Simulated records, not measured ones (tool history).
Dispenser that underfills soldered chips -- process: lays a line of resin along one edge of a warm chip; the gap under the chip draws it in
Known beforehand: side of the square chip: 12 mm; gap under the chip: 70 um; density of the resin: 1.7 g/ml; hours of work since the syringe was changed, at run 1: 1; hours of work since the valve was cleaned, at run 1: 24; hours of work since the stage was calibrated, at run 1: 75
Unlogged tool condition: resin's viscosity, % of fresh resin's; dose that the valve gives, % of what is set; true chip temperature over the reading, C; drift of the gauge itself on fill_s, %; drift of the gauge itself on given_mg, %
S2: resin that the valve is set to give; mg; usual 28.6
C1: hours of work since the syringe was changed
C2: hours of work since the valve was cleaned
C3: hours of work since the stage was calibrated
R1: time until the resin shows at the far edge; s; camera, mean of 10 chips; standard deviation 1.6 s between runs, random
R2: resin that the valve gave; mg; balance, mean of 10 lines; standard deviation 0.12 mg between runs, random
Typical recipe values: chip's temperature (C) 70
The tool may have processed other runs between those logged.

run 1 hour=0 | chip's_temperature_(C)=70 S2=28.6 | C1=1 C2=24 C3=75 | R1=170.9 R2=27.87
run 2 hour=5 | chip's_temperature_(C)=70 S2=28.6 | C1=5 C2=28 C3=79 | R1=225.7 R2=27.54
run 3 hour=11.8 | chip's_temperature_(C)=70 S2=28.6 | C1=10 C2=33 C3=84 | R1=340 R2=27.65
-- hour=15.3 new syringe of resin
run 4 hour=18.2 | chip's_temperature_(C)=70 S2=28.6 | C1=2 C2=37 C3=88 | R1=182.7 R2=27.64
run 5 hour=26.6 | chip's_temperature_(C)=70 S2=28.6 | C1=8 C2=43 C3=94 | R1=305.3 R2=27.67
run 6 hour=31 | chip's_temperature_(C)=70 S2=28.6 | C1=11 C2=47 C3=97 | R1=383.6 R2=27.41
-- hour=32 new syringe of resin
run 7 hour=35.8 | chip's_temperature_(C)=58 S2=28.6 | C1=3 C2=50 C3=101 | R1=308.5 R2=27.18
run 8 hour=44.5 | chip's_temperature_(C)=70 S2=28.6 | C1=9 C2=56 C3=107 | R1=313.6 R2=27.14
-- hour=49 new syringe of resin
run 9 hour=53.4 | chip's_temperature_(C)=67 S2=28.6 | C1=3 C2=62 C3=113 | R1=222.1 R2=26.98
run 10 hour=63.5 | chip's_temperature_(C)=58 S2=28.6 | C1=10 C2=70 C3=121 | R1=585.7 R2=26.68
-- hour=65.7 new syringe of resin
run 11 hour=73.9 | chip's_temperature_(C)=58 S2=28.6 | C1=6 C2=77 C3=128 | R1=413.5 R2=26.77
run 12 hour=79.2 | chip's_temperature_(C)=58 S2=28.6 | C1=10 C2=81 C3=132 | R1=560.4 R2=26.48
-- hour=82.1 new syringe of resin
run 13 hour=84.4 | chip's_temperature_(C)=58 S2=28.6 | C1=2 C2=84 C3=135 | R1=289.7 R2=26.47
run 14 hour=93.7 | chip's_temperature_(C)=58 S2=28.6 | C1=8 C2=91 C3=142 | R1=493.5 R2=26.31
-- hour=99.2 new syringe of resin
run 15 hour=102.6 | chip's_temperature_(C)=58 S2=28.6 | C1=2 C2=97 C3=148 | R1=304.4 R2=26.05
run 16 hour=110.1 | chip's_temperature_(C)=58 S2=28.6 | C1=8 C2=103 C3=154 | R1=471.1 R2=25.95
-- hour=115.8 new syringe of resin
-- hour=117.4 dispensing valve cleaned and set on the balance
run 17 hour=118.6 | chip's_temperature_(C)=70 S2=29.2 | C1=1 C2=1 C3=159 | R1=170.4 R2=28.99
run 18 hour=128.3 | chip's_temperature_(C)=70 S2=29.2 | C1=8 C2=8 C3=166 | R1=301.9 R2=28.96
-- hour=133.5 new syringe of resin
run 19 hour=138 | chip's_temperature_(C)=70 S2=29.2 | C1=3 C2=15 C3=173 | R1=194.5 R2=28.68
run 20 hour=142.2 | chip's_temperature_(C)=70 S2=27.9 | C1=6 C2=18 C3=176 | R1=251.2 R2=27.4
run 21 hour=146.8 | chip's_temperature_(C)=83 S2=35.4 | C1=10 C2=21 C3=179 | R1=198.6 R2=34.67
-- hour=150.2 new syringe of resin
run 22 hour=153.7 | chip's_temperature_(C)=74 S2=28.6 | C1=3 C2=26 C3=184 | R1=164.8 R2=27.52
run 23 hour=160 | chip's_temperature_(C)=74 S2=28.6 | C1=7 C2=30 C3=188 | R1=234.9 R2=27.67
-- hour=166.9 new syringe of resin
run 24 hour=167.8 | chip's_temperature_(C)=82 S2=33.5 | C1=1 C2=36 C3=194 | R1=100.1 R2=32.44
run 25 hour=175.4 | chip's_temperature_(C)=56 S2=30.9 | C1=6 C2=41 C3=199 | R1=439 R2=29.53
run 26 hour=179.8 | chip's_temperature_(C)=82 S2=30.1 | C1=9 C2=45 C3=203 | R1=204.9 R2=28.71
-- hour=183.7 new syringe of resin
run 27 hour=189.7 | chip's_temperature_(C)=67 S2=29.3 | C1=4 C2=51 C3=209 | R1=244.7 R2=27.78
run 28 hour=194.9 | chip's_temperature_(C)=67 S2=29.3 | C1=8 C2=55 C3=213 | R1=325.4 R2=27.65
-- hour=200.3 new syringe of resin
run 29 hour=202.1 | chip's_temperature_(C)=67 S2=29.3 | C1=1 C2=60 C3=218 | R1=187.3 R2=27.69
run 30 hour=211 | chip's_temperature_(C)=67 S2=29.3 | C1=8 C2=67 C3=225 | R1=318.9 R2=27.51
-- hour=217.1 new syringe of resin
run 31 hour=220.7 | chip's_temperature_(C)=83 S2=29 | C1=3 C2=74 C3=231 | R1=117.6 R2=27.08
run 32 hour=228.7 | chip's_temperature_(C)=65 S2=29.7 | C1=8 C2=79 C3=237 | R1=365.2 R2=27.39
-- hour=233.6 new syringe of resin
run 33 hour=239.3 | chip's_temperature_(C)=62 S2=30.8 | C1=4 C2=87 C3=245 | R1=292.5 R2=28.44
run 34 hour=246.7 | chip's_temperature_(C)=85 S2=28.5 | C1=9 C2=92 C3=250 | R1=190.1 R2=25.87
-- hour=250.7 new syringe of resin
run 35 hour=251.3 | chip's_temperature_(C)=61 S2=31.4 | C1=0 C2=95 C3=253 | R1=222.6 R2=28.72
run 36 hour=259.2 | chip's_temperature_(C)=72 S2=31.4 | C1=6 C2=101 C3=259 | R1=231.6 R2=28.45

Entry by entry between the runs, the difference in hidden state between the last listed run before and the first listed run after:
Logged between run 3 and run 4: new syringe of resin (hour 15.3)
  resin's viscosity, % of fresh resin's: 219.7 -> 119.2; dose that the valve gives, % of what is set: 97 -> 96.62; true chip temperature over the reading, C: 0.16 -> 0.18
  difference, measured minus the result without the unlogged condition, R1: +184.8 -> +28.9 s; R2: -0.85 -> -0.96 mg
Logged between run 6 and run 7: new syringe of resin (hour 32)
  resin's viscosity, % of fresh resin's: 252.3 -> 123.4; dose that the valve gives, % of what is set: 95.79 -> 95.44; true chip temperature over the reading, C: 0.21 -> 0.22
  difference, measured minus the result without the unlogged condition, R1: +230.6 -> +57.4 s; R2: -1.21 -> -1.3 mg
Logged between run 8 and run 9: new syringe of resin (hour 49)
  resin's viscosity, % of fresh resin's: 205.6 -> 128.5; dose that the valve gives, % of what is set: 94.85 -> 94.29; true chip temperature over the reading, C: 0.24 -> 0.26
  difference, measured minus the result without the unlogged condition, R1: +160.5 -> +48.6 s; R2: -1.47 -> -1.64 mg
Logged between run 10 and run 11: new syringe of resin (hour 65.7)
  resin's viscosity, % of fresh resin's: 232.6 -> 163.6; dose that the valve gives, % of what is set: 93.63 -> 92.98; true chip temperature over the reading, C: 0.28 -> 0.31
  difference, measured minus the result without the unlogged condition, R1: +332.8 -> +159.5 s; R2: -1.82 -> -2.02 mg
Logged between run 12 and run 13: new syringe of resin (hour 82.1)
  resin's viscosity, % of fresh resin's: 222.6 -> 114.4; dose that the valve gives, % of what is set: 92.65 -> 92.35; true chip temperature over the reading, C: 0.32 -> 0.33
  difference, measured minus the result without the unlogged condition, R1: +307.7 -> +35.3 s; R2: -2.1 -> -2.19 mg
Logged between run 14 and run 15: new syringe of resin (hour 99.2)
  resin's viscosity, % of fresh resin's: 197.9 -> 122.3; dose that the valve gives, % of what is set: 91.67 -> 91.04; true chip temperature over the reading, C: 0.35 -> 0.37
  difference, measured minus the result without the unlogged condition, R1: +242.7 -> +54.2 s; R2: -2.38 -> -2.56 mg
Logged between run 16 and run 17: new syringe of resin (hour 115.8); dispensing valve cleaned and set on the balance (hour 117.4)
  resin's viscosity, % of fresh resin's: 189.4 -> 110.9; dose that the valve gives, % of what is set: 90.56 -> 99.55; true chip temperature over the reading, C: 0.39 -> 0.41
  difference, measured minus the result without the unlogged condition, R1: +221.4 -> +14.3 s; R2: -2.72 -> -0.13 mg
Logged between run 18 and run 19: new syringe of resin (hour 133.5)
  resin's viscosity, % of fresh resin's: 196.9 -> 128.6; dose that the valve gives, % of what is set: 98.9 -> 98.29; true chip temperature over the reading, C: 0.43 -> 0.45
  difference, measured minus the result without the unlogged condition, R1: +146 -> +40.7 s; R2: -0.33 -> -0.5 mg
Logged between run 21 and run 22: new syringe of resin (hour 150.2)
  resin's viscosity, % of fresh resin's: 215.7 -> 123.3; dose that the valve gives, % of what is set: 97.72 -> 97.29; true chip temperature over the reading, C: 0.48 -> 0.49
  difference, measured minus the result without the unlogged condition, R1: +105.2 -> +28.9 s; R2: -0.8 -> -0.77 mg
Logged between run 23 and run 24: new syringe of resin (hour 166.9)
  resin's viscosity, % of fresh resin's: 178.4 -> 105; dose that the valve gives, % of what is set: 96.86 -> 96.41; true chip temperature over the reading, C: 0.51 -> 0.52
  difference, measured minus the result without the unlogged condition, R1: +101.1 -> +3.1 s; R2: -0.9 -> -1.21 mg
Logged between run 26 and run 27: new syringe of resin (hour 183.7)
  resin's viscosity, % of fresh resin's: 212.1 -> 141.2; dose that the valve gives, % of what is set: 95.6 -> 94.97; true chip temperature over the reading, C: 0.55 -> 0.57
  difference, measured minus the result without the unlogged condition, R1: +106.8 -> +68.3 s; R2: -1.32 -> -1.47 mg
Logged between run 28 and run 29: new syringe of resin (hour 200.3)
  resin's viscosity, % of fresh resin's: 192.3 -> 110.8; dose that the valve gives, % of what is set: 94.62 -> 94.18; true chip temperature over the reading, C: 0.58 -> 0.6
  difference, measured minus the result without the unlogged condition, R1: +152.9 -> +15.1 s; R2: -1.58 -> -1.71 mg
Logged between run 30 and run 31: new syringe of resin (hour 217.1)
  resin's viscosity, % of fresh resin's: 186.6 -> 124.5; dose that the valve gives, % of what is set: 93.6 -> 93.05; true chip temperature over the reading, C: 0.62 -> 0.64
  difference, measured minus the result without the unlogged condition, R1: +144.9 -> +21.7 s; R2: -1.88 -> -2.02 mg
Logged between run 32 and run 33: new syringe of resin (hour 233.6)
  resin's viscosity, % of fresh resin's: 199.5 -> 141.1; dose that the valve gives, % of what is set: 92.54 -> 91.87; true chip temperature over the reading, C: 0.66 -> 0.69
  difference, measured minus the result without the unlogged condition, R1: +178.5 -> +80.7 s; R2: -2.22 -> -2.52 mg
Logged between run 34 and run 35: new syringe of resin (hour 250.7)
  resin's viscosity, % of fresh resin's: 217 -> 103.3; dose that the valve gives, % of what is set: 91.36 -> 91.08; true chip temperature over the reading, C: 0.7 -> 0.71
  difference, measured minus the result without the unlogged condition, R1: +101.2 -> +2.2 s; R2: -2.46 -> -2.81 mg
